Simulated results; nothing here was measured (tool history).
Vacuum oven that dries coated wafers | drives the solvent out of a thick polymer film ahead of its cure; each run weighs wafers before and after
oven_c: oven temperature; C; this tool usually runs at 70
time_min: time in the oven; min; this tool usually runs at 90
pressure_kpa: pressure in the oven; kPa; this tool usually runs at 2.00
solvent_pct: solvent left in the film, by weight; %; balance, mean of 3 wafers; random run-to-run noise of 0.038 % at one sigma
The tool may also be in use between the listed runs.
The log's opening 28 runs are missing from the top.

run    hour  oven_c  time_min  pressure_kpa  solvent_pct
 29  1321.7      64        47          3.55         9.07
 30  1355.4      65        59          2.85         7.37
 31  1382.4      80        59          2.85         2.53
 32  1446.0      66        90          1.16         4.37
 33  1489.8      66        90          1.16         4.34
 34  1525.6      66        90          1.16         4.44
 35  1565.4      66        90          1.16         4.38
 36  1609.9      66        90          1.16         4.46
 37  1640.7      66       119          1.16         3.26
 38  1687.7      75       119          7.96         4.47
 39  1746.7      74        52          2.84         5.09
 40  1778.5      55        90          2.00         9.22
     1802.2  -- oven's thermocouples calibrated
 41  1844.5      70        50          3.00         6.11
 42  1891.9      70       151          3.00         2.40

Branching from run 42: 4 alternative next runs. What would each branch give?
  A  1943.3      71        86          4.39            ?
  B  1943.3      60        99          3.00            ?
  C  1943.3      78        69          4.83            ?
  D  1943.3      80       151          1.77            ?

run  solvent_pct
  A         4.26
  B         6.97
  C         3.19
  D         0.83
The same runs, with their run-to-run variation unchanged, on a tool lacking any hidden condition would have given:
run  solvent_pct
  A         4.08
  B         6.73
  C         3.05
  D         0.65

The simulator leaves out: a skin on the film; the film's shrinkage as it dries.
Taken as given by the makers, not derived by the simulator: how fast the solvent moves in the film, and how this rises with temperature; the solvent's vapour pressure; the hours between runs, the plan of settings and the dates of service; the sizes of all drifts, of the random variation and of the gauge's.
